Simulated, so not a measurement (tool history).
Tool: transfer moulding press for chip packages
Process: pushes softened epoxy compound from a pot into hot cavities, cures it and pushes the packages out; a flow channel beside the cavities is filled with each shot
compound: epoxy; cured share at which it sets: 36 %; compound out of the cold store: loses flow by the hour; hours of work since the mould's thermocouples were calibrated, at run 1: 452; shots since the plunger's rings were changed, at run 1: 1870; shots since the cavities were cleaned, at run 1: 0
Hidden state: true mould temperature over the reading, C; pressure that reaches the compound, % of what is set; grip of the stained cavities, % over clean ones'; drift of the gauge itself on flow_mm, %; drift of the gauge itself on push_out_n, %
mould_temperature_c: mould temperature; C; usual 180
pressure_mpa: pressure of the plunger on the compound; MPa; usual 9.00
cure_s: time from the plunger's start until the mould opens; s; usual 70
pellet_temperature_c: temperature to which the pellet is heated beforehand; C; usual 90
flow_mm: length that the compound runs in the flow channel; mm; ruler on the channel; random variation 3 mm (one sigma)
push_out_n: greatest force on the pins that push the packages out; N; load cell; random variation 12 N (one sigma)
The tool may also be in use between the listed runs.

run    hour  mould_temperature_c  pressure_mpa  cure_s  pellet_temperature_c  hours of work since the mould's thermocouples were calibrated  shots since the plunger's rings were changed  shots since the cavities were cleaned  incoming compound's hours out of the cold store  flow_mm  push_out_n
  1     0.0                  180          9.00      70                    90                                                            452                                          1870                                      0                                             24.6      883         525
       47.6  -- cavities cleaned with cleaning compound and waxed
       58.9  -- mould's thermocouples calibrated
  2    66.2                  174          9.00      70                    90                                                              5                                          2825                                    252                                             10.3      963         815
      104.9  -- plunger's sealing rings changed
      106.4  -- cavities cleaned with cleaning compound and waxed
  3   127.5                  174          9.00      62                    90                                                             43                                           322                                    322                                             32.5      889        1052
      157.3  -- cavities cleaned with cleaning compound and waxed
      207.5  -- cavities cleaned with cleaning compound and waxed
  4   207.5                  180          9.00      70                    90                                                             94                                          1496                                      0                                             30.7      872         519
      261.1  -- cavities cleaned with cleaning compound and waxed
  5   289.1                  180          9.00      70                    90                                                            147                                          2716                                    427                                             37.8      845         551
      308.4  -- cavities cleaned with cleaning compound and waxed
      332.5  -- plunger's sealing rings changed
      364.4  -- cavities cleaned with cleaning compound and waxed
  6   366.4                  180         10.24      70                    90                                                            194                                           494                                     31                                             21.6      960         554
      412.8  -- cavities cleaned with cleaning compound and waxed
  7   412.8                  180         10.24      70                    90                                                            224                                          1177                                      0                                             34.7      912         527
  8   451.1                  180         10.24      70                    90                                                            249                                          1762                                    585                                             42.1      886         526
      465.6  -- cavities cleaned with cleaning compound and waxed
  9   500.0                  180          9.00      70                    90                                                            280                                          2483                                    524                                             21.6      900         537
      515.2  -- cavities cleaned with cleaning compound and waxed
      557.8  -- plunger's sealing rings changed
 10   557.8                  180          9.00      53                    90                                                            316                                             0                                    611                                             44.8      830        1019
      565.6  -- cavities cleaned with cleaning compound and waxed
 11   599.3                  180          9.00      53                    90                                                            342                                           609                                    513                                             14.7      922        1100
      616.1  -- cavities cleaned with cleaning compound and waxed
 12   655.3                  180          9.00      53                    90                                                            378                                          1440                                    598                                             27.6      876        1083
      665.7  -- cavities cleaned with cleaning compound and waxed
      716.9  -- cavities cleaned with cleaning compound and waxed
 13   747.8                  180          9.00      52                    90                                                            438                                          2804                                    472                                             25.8      881        1149
      770.9  -- cavities cleaned with cleaning compound and waxed
      789.1  -- plunger's sealing rings changed
      825.9  -- cavities cleaned with cleaning compound and waxed
      836.7  -- mould's thermocouples calibrated
 14   842.9                  185          8.27      63                    93                                                              4                                           765                                    227                                             18.4      853         510
      880.7  -- cavities cleaned with cleaning compound and waxed
 15   905.7                  185          8.27      63                    93                                                             45                                          1700                                    381                                             47.1      770         510
      928.7  -- cavities cleaned with cleaning compound and waxed
      977.1  -- cavities cleaned with cleaning compound and waxed
 16   983.8                  185          8.27      63                    91                                                             94                                          2845                                    103                                             39.1      790         529
     1021.3  -- plunger's sealing rings changed
     1030.7  -- cavities cleaned with cleaning compound and waxed
 17  1043.7                  185          8.27      63                    91                                                            131                                           318                                    199                                             19.1      852         516
     1082.9  -- cavities cleaned with cleaning compound and waxed
 18  1093.2                  178          7.56      76                    90                                                            163                                          1050                                    158                                             32.3      798         525
     1134.0  -- cavities cleaned with cleaning compound and waxed
     1182.8  -- cavities cleaned with cleaning compound and waxed
 19  1185.0                  178          7.56      55                    95                                                            222                                          2403                                     34                                             47.9      750         992
     1232.5  -- cavities cleaned with cleaning compound and waxed
     1249.6  -- plunger's sealing rings changed
 20  1260.8                  178          7.56      55                    95                                                            269                                           171                                    392                                             15.0      849        1126
     1284.0  -- cavities cleaned with cleaning compound and waxed
     1332.7  -- cavities cleaned with cleaning compound and waxed
 21  1332.7                  178          7.56      55                    86                                                            315                                          1221                                      0                                             17.9      841        1191
     1385.4  -- cavities cleaned with cleaning compound and waxed
 22  1400.1                  180          9.00      62                    88                                                            358                                          2225                                    224                                             18.4      911         721
     1432.8  -- cavities cleaned with cleaning compound and waxed
 23  1442.9                  180          9.00     104                    90                                                            385                                          2854                                    153                                             34.0      854         454
     1477.3  -- plunger's sealing rings changed
     1486.0  -- cavities cleaned with cleaning compound and waxed
 24  1531.7                  184          9.01      59                    90                                                            442                                           806                                    697                                             43.3      819         608
     1539.2  -- cavities cleaned with cleaning compound and waxed
     1592.7  -- cavities cleaned with cleaning compound and waxed
     1607.6  -- mould's thermocouples calibrated
 25  1612.4                  187          9.01      59                    90                                                              3                                          1959                                    269                                             40.4      813         498

4 ways to go on from here, each from the tool as it stands after run 25. What would each give?
     1644.7  -- cavities cleaned with cleaning compound and waxed
  A  1655.1                  180          9.00      70                    92                                                             30                                          2588                                    160                                             16.0        ?           ?
     1644.7  -- cavities cleaned with cleaning compound and waxed
  B  1655.1                  187          7.65      69                    88                                                             30                                          2588                                    160                                              9.2        ?           ?
     1644.7  -- cavities cleaned with cleaning compound and waxed
  C  1655.1                  180          6.84     100                    90                                                             30                                          2588                                    160                                             41.8        ?           ?
     1644.7  -- cavities cleaned with cleaning compound and waxed
  D  1655.1                  180         10.07      70                    90                                                             30                                          2588                                    160                                             16.7        ?           ?

run  flow_mm  push_out_n
  A      912         566
  B      838         465
  C      729         431
  D      969         572
Without the tool's hidden state the same runs would have given:
run  flow_mm  push_out_n
  A      913         561
  B      839         461
  C      730         428
  D      970         567

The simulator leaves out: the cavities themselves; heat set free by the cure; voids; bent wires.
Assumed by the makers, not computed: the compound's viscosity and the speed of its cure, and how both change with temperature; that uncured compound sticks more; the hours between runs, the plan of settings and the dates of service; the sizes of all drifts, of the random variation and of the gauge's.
